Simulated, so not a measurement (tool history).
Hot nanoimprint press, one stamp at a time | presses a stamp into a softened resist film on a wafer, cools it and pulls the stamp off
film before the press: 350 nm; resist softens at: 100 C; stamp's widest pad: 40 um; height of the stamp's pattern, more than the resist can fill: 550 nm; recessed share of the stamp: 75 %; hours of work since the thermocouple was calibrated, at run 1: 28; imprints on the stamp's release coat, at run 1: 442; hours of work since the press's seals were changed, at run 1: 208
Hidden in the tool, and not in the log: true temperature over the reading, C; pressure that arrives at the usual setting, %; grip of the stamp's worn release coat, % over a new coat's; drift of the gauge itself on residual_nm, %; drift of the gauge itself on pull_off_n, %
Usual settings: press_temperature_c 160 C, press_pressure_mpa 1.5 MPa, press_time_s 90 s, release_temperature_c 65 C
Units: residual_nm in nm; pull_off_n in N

run    day  press_temperature_c  press_pressure_mpa  press_time_s  release_temperature_c  hours of work since the thermocouple was calibrated  imprints on the stamp's release coat  hours of work since the press's seals were changed  residual_nm  pull_off_n
  1      0                  160                 1.5            90                     65                                                   28                                   442                                                 208        147.1         202
  2  0.608                  160                 1.5            90                     65                                                   38                                   509                                                 218        147.1         197
  3  1.012                  160                 1.5            90                     65                                                   45                                   554                                                 225        146.1         202
  4  1.592                  160                 1.5            90                     65                                                   55                                   618                                                 236        146.8         207
  5  2.208                  160                 1.5            90                     65                                                   66                                   686                                                 246        146.2         207
  6  2.646                  160                 1.5            90                     65                                                   74                                   734                                                 254        146.4         204
  7  2.996                  160                1.41            78                     72                                                   80                                   772                                                 260        158.9         200
  8  3.325                  160                   2           136                     72                                                   85                                   809                                                 266        107.7         201
  9  3.904                  156                 1.5            90                     66                                                   95                                   873                                                 276        167.3         208
 10  4.329                  156                 1.5            90                     66                                                  103                                   920                                                 283        166.6         210
 11  4.829                  156                 1.5            90                     66                                                  111                                   975                                                 292        166.7         211
 12  5.079                  171                1.66            78                     59                                                  116                                  1002                                                 296        102.6         218

The same runs without the tool's hidden state, with the same run-to-run variation:
run  residual_nm  pull_off_n
  1        146.2         191
  2        146.3         184
  3        145.4         189
  4        146.1         191
  5        145.7         190
  6        146.1         186
  7        158.7         182
  8        107.1         182
  9        167.3         187
 10        166.7         188
 11          167         187
 12        102.4         193
